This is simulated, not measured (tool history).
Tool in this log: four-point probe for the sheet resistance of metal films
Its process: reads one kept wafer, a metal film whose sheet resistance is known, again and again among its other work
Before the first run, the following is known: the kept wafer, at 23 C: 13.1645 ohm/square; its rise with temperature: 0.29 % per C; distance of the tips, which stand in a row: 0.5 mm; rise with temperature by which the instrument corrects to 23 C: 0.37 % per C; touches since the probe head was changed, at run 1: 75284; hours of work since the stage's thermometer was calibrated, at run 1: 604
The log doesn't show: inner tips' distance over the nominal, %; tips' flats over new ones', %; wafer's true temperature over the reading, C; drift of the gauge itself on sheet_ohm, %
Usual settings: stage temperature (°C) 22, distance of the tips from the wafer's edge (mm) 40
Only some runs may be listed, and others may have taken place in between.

run,hour,stage temperature (°C),distance of the tips from the wafer's edge (mm),touches since the probe head was changed,hours of work since the stage's thermometer was calibrated,sheet resistance as the instrument gives it (ohm/square)
1,0,22,40,75284,604,13.115027
2,16.5,22,40,75996,613,13.116036
3,47.1,19,40,77323,630,13.142681
4,65.5,19,40,78118,640,13.143518
5,83.6,22,40,78901,650,13.1124
6,113.2,22,40,80183,666,13.108436
# hour 116.6: stage's thermometer calibrated
7,142.9,22,11,81444,15,13.127962
8,174.9,22,11,82830,32,13.123164
# hour 182.3: stage's thermometer calibrated, once more
9,199.6,27,17,83876,10,13.048928
10,217,27,17,84628,19,13.052387
11,234.8,27,17,85397,29,13.051294
12,257.5,22,5,86379,42,13.167527
13,291.4,25,74,87848,61,13.063905
14,317.8,23,74,88988,75,13.080696
15,346.9,24,60,90250,91,13.071886

The next listed run, before its measurement:
16,374.1,22,7,91427,107,?

For run 16 the tool returned sheet resistance as the instrument gives it (ohm/square) 13.128242.
With the hidden condition absent and the run-to-run variation left alone, this run would have shown sheet resistance as the instrument gives it (ohm/square) 13.211276.
